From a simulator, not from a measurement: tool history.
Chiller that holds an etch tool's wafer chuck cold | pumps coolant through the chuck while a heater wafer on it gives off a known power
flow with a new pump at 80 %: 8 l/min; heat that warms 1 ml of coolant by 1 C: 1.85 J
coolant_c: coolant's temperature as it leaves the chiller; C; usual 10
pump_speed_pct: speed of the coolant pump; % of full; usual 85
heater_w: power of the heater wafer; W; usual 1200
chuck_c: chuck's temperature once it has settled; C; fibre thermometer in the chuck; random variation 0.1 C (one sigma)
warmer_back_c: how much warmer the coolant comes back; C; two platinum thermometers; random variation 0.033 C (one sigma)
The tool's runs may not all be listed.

run 1 hour=0.0 | coolant_c=10 pump_speed_pct=85 heater_w=1200 | chuck_c=21.0 warmer_back_c=4.67
run 2 hour=198.7 | coolant_c=10 pump_speed_pct=85 heater_w=1200 | chuck_c=21.0 warmer_back_c=4.69
run 3 hour=314.5 | coolant_c=10 pump_speed_pct=85 heater_w=1200 | chuck_c=21.1 warmer_back_c=4.69
run 4 hour=433.4 | coolant_c=10 pump_speed_pct=85 heater_w=1200 | chuck_c=21.1 warmer_back_c=4.74
run 5 hour=582.5 | coolant_c=10 pump_speed_pct=78 heater_w=1200 | chuck_c=22.0 warmer_back_c=5.16
run 6 hour=740.5 | coolant_c=10 pump_speed_pct=78 heater_w=1200 | chuck_c=22.0 warmer_back_c=5.17
run 7 hour=868.2 | coolant_c=10 pump_speed_pct=62 heater_w=1200 | chuck_c=24.2 warmer_back_c=6.75
run 8 hour=963.3 | coolant_c=10 pump_speed_pct=85 heater_w=1285 | chuck_c=22.1 warmer_back_c=5.06
run 9 hour=1170.2 | coolant_c=10 pump_speed_pct=85 heater_w=1200 | chuck_c=21.4 warmer_back_c=4.74
run 10 hour=1399.9 | coolant_c=10 pump_speed_pct=66 heater_w=1200 | chuck_c=23.8 warmer_back_c=6.38
run 11 hour=1604.8 | coolant_c=10 pump_speed_pct=66 heater_w=1200 | chuck_c=23.9 warmer_back_c=6.36
run 12 hour=1723.2 | coolant_c=10 pump_speed_pct=85 heater_w=1200 | chuck_c=21.6 warmer_back_c=4.74
run 13 hour=1819.8 | coolant_c=10 pump_speed_pct=85 heater_w=1200 | chuck_c=21.5 warmer_back_c=4.79
-- hour=1840.9 chiller's thermometer calibrated
run 14 hour=1925.7 | coolant_c=10 pump_speed_pct=85 heater_w=1662 | chuck_c=26.2 warmer_back_c=6.60
run 15 hour=2047.1 | coolant_c=10 pump_speed_pct=85 heater_w=1662 | chuck_c=26.2 warmer_back_c=6.56
run 16 hour=2212.6 | coolant_c=10 pump_speed_pct=85 heater_w=1662 | chuck_c=26.3 warmer_back_c=6.64
run 17 hour=2402.8 | coolant_c=16 pump_speed_pct=79 heater_w=1200 | chuck_c=28.7 warmer_back_c=5.20
run 18 hour=2620.6 | coolant_c=10 pump_speed_pct=64 heater_w=1760 | chuck_c=31.3 warmer_back_c=9.70
run 19 hour=2717.5 | coolant_c=10 pump_speed_pct=64 heater_w=1760 | chuck_c=31.5 warmer_back_c=9.72
run 20 hour=2877.0 | coolant_c=18 pump_speed_pct=68 heater_w=880 | chuck_c=28.9 warmer_back_c=4.56
-- hour=2920.3 chiller's thermometer calibrated, once more
-- hour=2941.9 coolant changed, channels flushed
run 21 hour=2992.8 | coolant_c=7 pump_speed_pct=68 heater_w=1114 | chuck_c=19.0 warmer_back_c=5.76
run 22 hour=3197.5 | coolant_c=11 pump_speed_pct=82 heater_w=1454 | chuck_c=24.7 warmer_back_c=6.07
run 23 hour=3396.6 | coolant_c=11 pump_speed_pct=64 heater_w=639 | chuck_c=18.3 warmer_back_c=3.53
run 24 hour=3566.1 | coolant_c=7 pump_speed_pct=85 heater_w=728 | chuck_c=13.8 warmer_back_c=2.90
run 25 hour=3674.3 | coolant_c=7 pump_speed_pct=85 heater_w=728 | chuck_c=13.9 warmer_back_c=2.97
run 26 hour=3853.2 | coolant_c=16 pump_speed_pct=85 heater_w=1200 | chuck_c=27.2 warmer_back_c=4.87
run 27 hour=4050.5 | coolant_c=14 pump_speed_pct=83 heater_w=960 | chuck_c=23.1 warmer_back_c=3.97
run 28 hour=4273.5 | coolant_c=14 pump_speed_pct=92 heater_w=888 | chuck_c=22.0 warmer_back_c=3.26
run 29 hour=4375.9 | coolant_c=10 pump_speed_pct=91 heater_w=660 | chuck_c=16.1 warmer_back_c=2.50
run 30 hour=4542.1 | coolant_c=17 pump_speed_pct=80 heater_w=1094 | chuck_c=27.9 warmer_back_c=4.82
run 31 hour=4672.3 | coolant_c=19 pump_speed_pct=98 heater_w=1094 | chuck_c=28.2 warmer_back_c=3.82

4 ways to go on from here, each from the tool as it stands after run 31. What would each give?
run A hour=4871.3 | coolant_c=20 pump_speed_pct=82 heater_w=1200 | chuck_c=? warmer_back_c=?
run B hour=4871.3 | coolant_c=19 pump_speed_pct=85 heater_w=1200 | chuck_c=? warmer_back_c=?
run C hour=4871.3 | coolant_c=14 pump_speed_pct=98 heater_w=738 | chuck_c=? warmer_back_c=?
run D hour=4871.3 | coolant_c=17 pump_speed_pct=96 heater_w=932 | chuck_c=? warmer_back_c=?

run=A chuck_c=31.6 warmer_back_c=5.12
run=B chuck_c=30.6 warmer_back_c=4.92
run=C chuck_c=20.6 warmer_back_c=2.52
run=D chuck_c=25.1 warmer_back_c=3.32
Without the tool's hidden state the same runs would have given:
run=A chuck_c=30.4 warmer_back_c=4.72
run=B chuck_c=29.4 warmer_back_c=4.53
run=C chuck_c=19.8 warmer_back_c=2.31
run=D chuck_c=24.2 warmer_back_c=3.05
